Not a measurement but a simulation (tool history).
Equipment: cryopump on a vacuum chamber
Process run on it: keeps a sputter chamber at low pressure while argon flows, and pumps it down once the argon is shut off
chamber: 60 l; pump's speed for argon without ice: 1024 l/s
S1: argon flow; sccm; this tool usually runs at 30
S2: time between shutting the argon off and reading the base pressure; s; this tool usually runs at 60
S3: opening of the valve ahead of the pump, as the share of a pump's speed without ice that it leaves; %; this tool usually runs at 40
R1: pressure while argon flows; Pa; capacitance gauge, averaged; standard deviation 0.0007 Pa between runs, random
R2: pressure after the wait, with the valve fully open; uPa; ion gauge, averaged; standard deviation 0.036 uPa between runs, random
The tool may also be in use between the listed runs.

{"run": 1, "hour": 0.0, "S1": 30, "S2": 60, "S3": 40, "R1": 0.133, "R2": 5.13}
{"run": 2, "hour": 14.1, "S1": 30, "S2": 60, "S3": 40, "R1": 0.1338, "R2": 5.13}
{"run": 3, "hour": 30.6, "S1": 30, "S2": 60, "S3": 16, "R1": 0.3195, "R2": 5.05}
{"run": 4, "hour": 59.2, "S1": 30, "S2": 60, "S3": 16, "R1": 0.3189, "R2": 5.11}
{"run": 5, "hour": 71.9, "S1": 30, "S2": 60, "S3": 16, "R1": 0.3209, "R2": 5.21}
{"run": 6, "hour": 95.4, "S1": 30, "S2": 60, "S3": 59, "R1": 0.0953, "R2": 5.39}
{"run": 7, "hour": 114.4, "S1": 30, "S2": 60, "S3": 59, "R1": 0.0953, "R2": 5.28}
{"run": 8, "hour": 127.3, "S1": 30, "S2": 60, "S3": 54, "R1": 0.1036, "R2": 5.41}
{"run": 9, "hour": 148.3, "S1": 30, "S2": 60, "S3": 54, "R1": 0.1046, "R2": 5.48}
{"run": 10, "hour": 174.6, "S1": 21, "S2": 60, "S3": 54, "R1": 0.0738, "R2": 5.59}

What will run 11 give?
{"run": 11, "hour": 202.7, "S1": 21, "S2": 60, "S3": 16, "R1": "?", "R2": "?"}

Run 11 yielded R1 0.2246 Pa, R2 5.71 uPa.
Without the tool's hidden state the same run would have given R1 0.2152 Pa, R2 1.97 uPa.
